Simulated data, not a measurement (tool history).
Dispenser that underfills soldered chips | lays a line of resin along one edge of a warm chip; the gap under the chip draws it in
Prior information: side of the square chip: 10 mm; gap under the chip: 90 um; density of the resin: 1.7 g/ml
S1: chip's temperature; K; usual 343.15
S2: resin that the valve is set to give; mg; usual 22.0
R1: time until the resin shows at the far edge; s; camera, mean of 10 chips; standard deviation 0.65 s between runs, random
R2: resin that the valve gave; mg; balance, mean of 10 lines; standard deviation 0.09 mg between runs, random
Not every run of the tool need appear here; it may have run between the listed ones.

run,hour,S1,S2,R1,R2
1,0.0,343.15,22.0,95.6,20.46
# hour 5.0: new syringe of resin
2,9.7,343.15,22.0,77.5,20.18
# hour 18.4: new syringe of resin
3,20.1,343.15,22.0,64.0,20.05
4,24.9,343.15,22.0,85.5,20.02
5,31.0,343.15,22.0,119.0,20.08
# hour 31.8: new syringe of resin
# hour 35.5: dispensing valve cleaned and set on the balance
6,38.8,343.15,22.0,79.1,22.05
7,43.5,343.15,20.6,106.7,20.40
# hour 46.4: new syringe of resin
8,48.0,353.15,22.0,45.4,21.91
9,55.4,353.15,22.0,70.1,21.72
# hour 60.1: new syringe of resin
10,62.2,353.15,22.0,47.0,21.54
11,70.6,354.15,22.0,73.8,21.52
# hour 73.3: new syringe of resin
12,80.5,354.15,22.0,58.7,21.46
# hour 86.5: new syringe of resin
13,89.0,354.15,22.0,46.0,21.25
14,98.5,332.15,22.0,170.5,21.12
# hour 100.3: new syringe of resin
15,108.1,343.15,21.1,91.9,20.05
# hour 113.6: new syringe of resin
16,114.1,338.15,24.0,69.4,22.81
17,124.0,331.15,24.7,156.2,23.39
# hour 127.1: new syringe of resin
18,132.7,331.15,24.7,117.8,23.14
# hour 140.6: new syringe of resin
19,142.9,331.15,24.7,98.1,22.94
20,150.3,340.15,19.5,116.9,18.05
# hour 154.2: new syringe of resin
21,154.9,349.15,25.1,46.9,23.28
22,161.8,343.15,26.1,85.1,24.14
# hour 167.7: new syringe of resin
23,171.7,343.15,26.1,70.2,23.81
24,177.7,347.15,21.3,90.8,19.40
# hour 180.9: new syringe of resin
25,183.2,334.15,20.8,92.1,18.82
# hour 188.2: dispensing valve cleaned and set on the balance
26,190.3,337.15,24.6,109.2,24.51
# hour 195.5: new syringe of resin
27,198.5,329.15,20.9,111.0,20.79

Each row is a separate what-if for the run after 27, all from the same tool condition, not one after another. Results?
A,207.3,335.15,25.6,?,?
B,207.3,332.15,22.6,?,?
C,207.3,339.15,19.5,?,?

run,R1,R2
A,144.3,25.43
B,160.8,22.20
C,130.7,19.33
With no hidden state in the tool, these same runs would have given:
run,R1,R2
A,74.6,25.76
B,83.3,22.48
C,67.3,19.58

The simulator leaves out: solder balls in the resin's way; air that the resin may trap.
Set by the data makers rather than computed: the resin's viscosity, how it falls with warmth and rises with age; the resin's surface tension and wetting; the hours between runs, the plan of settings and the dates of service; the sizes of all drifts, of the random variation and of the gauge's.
